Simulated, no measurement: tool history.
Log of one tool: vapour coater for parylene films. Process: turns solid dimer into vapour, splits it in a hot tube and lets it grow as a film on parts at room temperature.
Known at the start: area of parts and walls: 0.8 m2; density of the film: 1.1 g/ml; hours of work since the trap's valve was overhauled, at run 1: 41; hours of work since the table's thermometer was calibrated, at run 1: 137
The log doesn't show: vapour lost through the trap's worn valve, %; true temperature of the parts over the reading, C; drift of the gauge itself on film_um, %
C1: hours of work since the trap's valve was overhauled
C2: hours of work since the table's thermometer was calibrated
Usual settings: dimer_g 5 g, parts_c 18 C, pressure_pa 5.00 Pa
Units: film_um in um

Run 1, day 0.000: usual settings; C1 41; C2 137. Result: film_um 3.34 um.
Run 2, day 0.992: usual settings but pressure_pa 2.14 Pa; C1 61; C2 157. Result: film_um 3.61 um.
Run 3, day 2.092: usual settings but pressure_pa 2.14 Pa; C1 83; C2 179. Result: film_um 3.63 um.
Run 4, day 3.700: usual settings but pressure_pa 2.14 Pa; C1 115; C2 212. Result: film_um 3.57 um.
Run 5, day 4.571: usual settings but pressure_pa 2.14 Pa; C1 133; C2 229. Result: film_um 3.56 um.
Run 6, day 5.733: usual settings; C1 156; C2 253. Result: film_um 3.19 um.
Run 7, day 6.629: usual settings; C1 174; C2 270. Result: film_um 3.18 um.
Run 8, day 7.496: usual settings; C1 191; C2 288. Result: film_um 3.14 um.
Run 9, day 8.883: usual settings but dimer_g 8 g; C1 219; C2 316. Result: film_um 5.03 um.
Run 10, day 9.892: usual settings but dimer_g 8 g, parts_c 14 C; C1 239; C2 336. Result: film_um 5.33 um.
Run 11, day 11.525: usual settings but dimer_g 8 g, parts_c 14 C; C1 272; C2 369. Result: film_um 5.30 um.
At day 12.992: trap's valve overhauled.
Run 12, day 13.142: usual settings but dimer_g 8 g, parts_c 14 C; C1 3; C2 398. Result: film_um 5.84 um.
At day 13.317: table's thermometer calibrated.
Run 13, day 14.200: usual settings; C1 23; C2 18. Result: film_um 3.38 um.
Run 14, day 15.125: usual settings; C1 42; C2 36. Result: film_um 3.36 um.
Run 15, day 16.242: usual settings but dimer_g 7 g; C1 64; C2 59. Result: film_um 4.67 um.
Run 16, day 17.554: usual settings but dimer_g 6 g; C1 91; C2 85. Result: film_um 3.94 um.
Run 17, day 18.800: usual settings but dimer_g 6 g; C1 116; C2 110. Result: film_um 3.97 um.
At day 19.588: table's thermometer calibrated, once more.
Run 18, day 19.642: usual settings but dimer_g 6 g; C1 132; C2 1. Result: film_um 3.91 um.
Run 19, day 20.379: usual settings but dimer_g 6 g; C1 147; C2 16. Result: film_um 3.90 um.
Run 20, day 21.429: usual settings but dimer_g 6 g; C1 168; C2 37. Result: film_um 3.82 um.
Run 21, day 22.796: usual settings but dimer_g 6 g; C1 195; C2 64. Result: film_um 3.78 um.
Run 22, day 24.346: usual settings but dimer_g 3 g; C1 226; C2 96. Result: film_um 1.87 um.
Run 23, day 25.208: usual settings; C1 244; C2 113. Result: film_um 3.15 um.
Run 24, day 26.154: usual settings but dimer_g 2 g, parts_c 28 C, pressure_pa 10.06 Pa; C1 263; C2 132. Result: film_um 1.00 um.
Run 25, day 27.512: usual settings but dimer_g 3 g, parts_c 19 C, pressure_pa 10.13 Pa; C1 290; C2 159. Result: film_um 1.66 um.
At day 28.125: trap's valve overhauled.
Run 26, day 28.642: usual settings but parts_c 13 C, pressure_pa 2.45 Pa; C1 10; C2 178. Result: film_um 3.99 um.
Run 27, day 29.812: usual settings but parts_c 13 C, pressure_pa 2.45 Pa; C1 34; C2 202. Result: film_um 3.93 um.
Run 28, day 30.754: usual settings but dimer_g 2 g, parts_c 26 C, pressure_pa 2.45 Pa; C1 53; C2 221. Result: film_um 1.23 um.
Run 29, day 32.208: usual settings but dimer_g 2 g, parts_c 15 C, pressure_pa 3.34 Pa; C1 82; C2 250. Result: film_um 1.46 um.
Run 30, day 32.958: usual settings but dimer_g 2 g, parts_c 14 C, pressure_pa 7.85 Pa; C1 97; C2 265. Result: film_um 1.37 um.
Run 31, day 33.758: usual settings but parts_c 21 C; C1 113; C2 281. Result: film_um 3.12 um.
Run 32, day 35.012: usual settings but parts_c 12 C; C1 138; C2 307. Result: film_um 3.62 um.
Run 33, day 35.825: usual settings but parts_c 12 C; C1 155; C2 323. Result: film_um 3.60 um.
Run 34, day 36.900: usual settings but parts_c 12 C; C1 176; C2 344. Result: film_um 3.54 um.
Run 35, day 38.371: usual settings but pressure_pa 2.43 Pa; C1 206; C2 374. Result: film_um 3.41 um.
Run 36, day 39.092: usual settings but pressure_pa 2.43 Pa; C1 220; C2 388. Result: film_um 3.45 um.
Run 37, day 40.629: usual settings but dimer_g 3 g, parts_c 12 C, pressure_pa 3.07 Pa; C1 251; C2 419. Result: film_um 2.16 um.
Run 38, day 41.683: usual settings but dimer_g 3 g, parts_c 12 C, pressure_pa 3.07 Pa; C1 272; C2 441. Result: film_um 2.13 um.
At day 43.121: trap's valve overhauled.
Run 39, day 43.471: usual settings but parts_c 11 C, pressure_pa 11.19 Pa; C1 7; C2 473. Result: film_um 3.52 um.

How the hidden state differs across the entries between the runs, from the last listed run before each to the first after it:
Between runs 11 and 12: trap's valve overhauled (day 12.992)
  vapour lost through the trap's worn valve, %: 9.9 -> 0.4; true temperature of the parts over the reading, C: -0.05 -> -0.06
  measured less the result without the state, film_um: -0.58 -> -0.02 um
Between runs 12 and 13: table's thermometer calibrated (day 13.317)
  vapour lost through the trap's worn valve, %: 0.4 -> 1.1; true temperature of the parts over the reading, C: -0.06 -> -0.08
  measured less the result without the state, film_um: -0.02 -> -0.04 um
Between runs 17 and 18: table's thermometer calibrated, once more (day 19.588)
  vapour lost through the trap's worn valve, %: 4.2 -> 4.8; true temperature of the parts over the reading, C: -0.12 -> 0.03
  measured less the result without the state, film_um: -0.16 -> -0.20 um
Between runs 25 and 26: trap's valve overhauled (day 28.125)
  vapour lost through the trap's worn valve, %: 10.1 -> 0.4; true temperature of the parts over the reading, C: -0.03 -> -0.04
  measured less the result without the state, film_um: -0.19 -> -0.02 um
Between runs 38 and 39: trap's valve overhauled (day 43.121)
  vapour lost through the trap's worn valve, %: 9 -> 0.8; true temperature of the parts over the reading, C: -0.14 -> -0.15
  measured less the result without the state, film_um: -0.21 -> -0.01 um
